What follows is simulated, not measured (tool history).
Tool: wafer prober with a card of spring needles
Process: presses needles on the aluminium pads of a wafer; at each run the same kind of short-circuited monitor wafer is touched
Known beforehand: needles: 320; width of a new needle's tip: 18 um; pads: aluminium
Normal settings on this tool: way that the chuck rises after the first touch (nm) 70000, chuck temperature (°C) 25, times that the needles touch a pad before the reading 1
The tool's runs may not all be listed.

| run | hour | way that the chuck rises after the first touch (nm) | chuck temperature (°C) | times that the needles touch a pad before the reading | resistance of one needle with its contact and lead (mohm) | way that a needle slides on the pad (nm) |
|---|---|---|---|---|---|---|
| 1 | 0.0 | 70000 | 25 | 1 | 115 | 16590 |
|  | 7.3 | tips cleaned on abrasive film |
|  | 17.1 | tips cleaned on abrasive film |
|  | 29.2 | tips cleaned on abrasive film |
|  | 39.0 | tips cleaned on abrasive film |
| 2 | 46.7 | 70000 | 25 | 1 | 118 | 16640 |
|  | 49.2 | tips cleaned on abrasive film |
|  | 61.3 | tips cleaned on abrasive film |
|  | 73.5 | tips cleaned on abrasive film |
|  | 85.6 | tips cleaned on abrasive film |
|  | 95.4 | tips cleaned on abrasive film |
|  | 105.1 | tips cleaned on abrasive film |
| 3 | 113.5 | 70000 | 25 | 1 | 116 | 16500 |
|  | 116.0 | tips cleaned on abrasive film |
|  | 128.2 | tips cleaned on abrasive film |
|  | 140.3 | tips cleaned on abrasive film |
|  | 150.1 | tips cleaned on abrasive film |
| 4 | 153.6 | 66000 | 25 | 1 | 120 | 15560 |
|  | 161.0 | tips cleaned on abrasive film |
|  | 170.7 | tips cleaned on abrasive film |
|  | 182.9 | tips cleaned on abrasive film |
|  | 188.0 | height of the first contact set anew |
|  | 192.9 | tips cleaned on abrasive film |
|  | 205.0 | tips cleaned on abrasive film |
|  | 217.2 | tips cleaned on abrasive film |
| 5 | 226.2 | 66000 | 25 | 1 | 117 | 15550 |
|  | 228.7 | tips cleaned on abrasive film |
|  | 240.8 | tips cleaned on abrasive film |
|  | 253.0 | tips cleaned on abrasive film |
|  | 264.2 | tips cleaned on abrasive film |
| 6 | 264.2 | 70000 | 25 | 1 | 118 | 16640 |
|  | 273.9 | tips cleaned on abrasive film |
|  | 286.1 | tips cleaned on abrasive film |
|  | 298.2 | tips cleaned on abrasive film |
|  | 307.9 | tips cleaned on abrasive film |
|  | 320.1 | tips cleaned on abrasive film |
|  | 329.8 | tips cleaned on abrasive film |
| 7 | 332.6 | 70000 | 25 | 1 | 120 | 16420 |
|  | 339.9 | tips cleaned on abrasive film |
|  | 349.6 | tips cleaned on abrasive film |
|  | 361.8 | tips cleaned on abrasive film |
|  | 371.5 | tips cleaned on abrasive film |
|  | 381.3 | tips cleaned on abrasive film |
|  | 393.4 | tips cleaned on abrasive film |
| 8 | 396.9 | 70000 | 25 | 1 | 116 | 16480 |
|  | 404.2 | tips cleaned on abrasive film |
|  | 414.0 | tips cleaned on abrasive film |
|  | 426.1 | tips cleaned on abrasive film |
|  | 438.3 | tips cleaned on abrasive film |
|  | 450.4 | tips cleaned on abrasive film |
|  | 460.2 | tips cleaned on abrasive film |
|  | 472.3 | tips cleaned on abrasive film |
| 9 | 479.8 | 70000 | 25 | 1 | 115 | 16300 |
|  | 482.3 | tips cleaned on abrasive film |
|  | 494.5 | tips cleaned on abrasive film |
|  | 504.4 | height of the first contact set anew |
|  | 506.9 | tips cleaned on abrasive film |
|  | 519.1 | tips cleaned on abrasive film |
|  | 528.8 | tips cleaned on abrasive film |
|  | 541.0 | tips cleaned on abrasive film |
|  | 553.1 | tips cleaned on abrasive film |
| 10 | 558.3 | 70000 | 25 | 1 | 118 | 16350 |
|  | 563.3 | tips cleaned on abrasive film |
|  | 573.0 | tips cleaned on abrasive film |
|  | 585.2 | tips cleaned on abrasive film |
|  | 597.3 | tips cleaned on abrasive film |
|  | 609.5 | tips cleaned on abrasive film |
|  | 621.6 | tips cleaned on abrasive film |
|  | 633.8 | tips cleaned on abrasive film |
| 11 | 639.8 | 70000 | 25 | 2 | 117 | 16410 |
|  | 644.7 | tips cleaned on abrasive film |
|  | 654.5 | tips cleaned on abrasive film |
|  | 666.6 | tips cleaned on abrasive film |
|  | 676.4 | tips cleaned on abrasive film |
|  | 688.5 | tips cleaned on abrasive film |
| 12 | 694.1 | 70000 | 28 | 2 | 116 | 16300 |
|  | 699.1 | tips cleaned on abrasive film |
|  | 711.2 | tips cleaned on abrasive film |
|  | 723.4 | tips cleaned on abrasive film |
|  | 735.5 | tips cleaned on abrasive film |
|  | 745.3 | tips cleaned on abrasive film |
|  | 757.4 | tips cleaned on abrasive film |
| 13 | 760.9 | 82000 | 25 | 1 | 116 | 19010 |
|  | 768.3 | tips cleaned on abrasive film |
|  | 780.4 | tips cleaned on abrasive film |
|  | 792.6 | tips cleaned on abrasive film |
|  | 804.7 | tips cleaned on abrasive film |
|  | 816.9 | tips cleaned on abrasive film |
|  | 819.6 | height of the first contact set anew |
|  | 829.3 | tips cleaned on abrasive film |
|  | 839.1 | tips cleaned on abrasive film |
| 14 | 842.0 | 65000 | 49 | 2 | 121 | 15080 |
|  | 849.3 | tips cleaned on abrasive film |
|  | 859.0 | tips cleaned on abrasive film |
|  | 871.2 | tips cleaned on abrasive film |
|  | 883.3 | tips cleaned on abrasive film |
|  | 893.1 | tips cleaned on abrasive film |
|  | 905.2 | tips cleaned on abrasive film |
| 15 | 910.7 | 65000 | 70 | 2 | 122 | 14990 |
|  | 915.6 | tips cleaned on abrasive film |
|  | 927.7 | tips cleaned on abrasive film |
|  | 937.5 | tips cleaned on abrasive film |
|  | 949.6 | tips cleaned on abrasive film |
|  | 961.8 | tips cleaned on abrasive film |
|  | 971.5 | tips cleaned on abrasive film |
| 16 | 981.0 | 65000 | 70 | 2 | 126 | 15010 |
|  | 983.5 | tips cleaned on abrasive film |
|  | 993.2 | tips cleaned on abrasive film |
|  | 1003.0 | tips cleaned on abrasive film |
|  | 1015.1 | tips cleaned on abrasive film |
|  | 1027.3 | tips cleaned on abrasive film |
| 17 | 1032.7 | 53000 | 46 | 3 | 123 | 12300 |
|  | 1037.6 | tips cleaned on abrasive film |
|  | 1049.8 | tips cleaned on abrasive film |
|  | 1061.9 | tips cleaned on abrasive film |
|  | 1074.1 | tips cleaned on abrasive film |
|  | 1076.5 | gauge calibrated |
| 18 | 1081.5 | 70000 | 29 | 3 | 118 | 16600 |
|  | 1084.0 | tips cleaned on abrasive film |
|  | 1096.2 | tips cleaned on abrasive film |
|  | 1105.9 | tips cleaned on abrasive film |
|  | 1115.7 | tips cleaned on abrasive film |
|  | 1127.8 | tips cleaned on abrasive film |
|  | 1135.3 | height of the first contact set anew |
|  | 1139.9 | tips cleaned on abrasive film |
| 19 | 1139.9 | 89000 | 25 | 2 | 113 | 21080 |
|  | 1152.0 | tips cleaned on abrasive film |
|  | 1161.8 | tips cleaned on abrasive film |
|  | 1173.9 | tips cleaned on abrasive film |
|  | 1186.1 | tips cleaned on abrasive film |
| 20 | 1195.1 | 57000 | 26 | 1 | 122 | 13450 |
|  | 1197.6 | tips cleaned on abrasive film |
|  | 1209.8 | tips cleaned on abrasive film |
|  | 1219.5 | tips cleaned on abrasive film |
|  | 1229.3 | tips cleaned on abrasive film |
| 21 | 1232.5 | 51000 | 25 | 2 | 123 | 12010 |
|  | 1239.8 | tips cleaned on abrasive film |
|  | 1252.0 | tips cleaned on abrasive film |
|  | 1264.1 | tips cleaned on abrasive film |
|  | 1276.3 | tips cleaned on abrasive film |
|  | 1287.4 | tips cleaned on abrasive film |
| 22 | 1287.4 | 52000 | 36 | 1 | 126 | 12350 |

3 ways to go on from here, each from the tool as it stands after run 22. What would each give?
|  | 1297.1 | tips cleaned on abrasive film |
|  | 1306.8 | tips cleaned on abrasive film |
|  | 1319.0 | tips cleaned on abrasive film |
|  | 1328.7 | tips cleaned on abrasive film |
|  | 1340.7 | card fitted with new needles |
| A | 1340.9 | 58000 | 67 | 1 | ? | ? |
|  | 1297.1 | tips cleaned on abrasive film |
|  | 1306.8 | tips cleaned on abrasive film |
|  | 1319.0 | tips cleaned on abrasive film |
|  | 1328.7 | tips cleaned on abrasive film |
|  | 1340.7 | card fitted with new needles |
| B | 1340.9 | 61000 | 33 | 1 | ? | ? |
|  | 1297.1 | tips cleaned on abrasive film |
|  | 1306.8 | tips cleaned on abrasive film |
|  | 1319.0 | tips cleaned on abrasive film |
|  | 1328.7 | tips cleaned on abrasive film |
|  | 1340.7 | card fitted with new needles |
| C | 1340.9 | 67000 | 36 | 1 | ? | ? |

| run | resistance of one needle with its contact and lead (mohm) | way that a needle slides on the pad (nm) |
|---|---|---|
| A | 127 | 13680 |
| B | 122 | 14310 |
| C | 120 | 15840 |
Take away the tool's hidden state, keep each run's random variation, and the runs would have read:
| run | resistance of one needle with its contact and lead (mohm) | way that a needle slides on the pad (nm) |
|---|---|---|
| A | 127 | 13770 |
| B | 122 | 14400 |
| C | 120 | 15930 |

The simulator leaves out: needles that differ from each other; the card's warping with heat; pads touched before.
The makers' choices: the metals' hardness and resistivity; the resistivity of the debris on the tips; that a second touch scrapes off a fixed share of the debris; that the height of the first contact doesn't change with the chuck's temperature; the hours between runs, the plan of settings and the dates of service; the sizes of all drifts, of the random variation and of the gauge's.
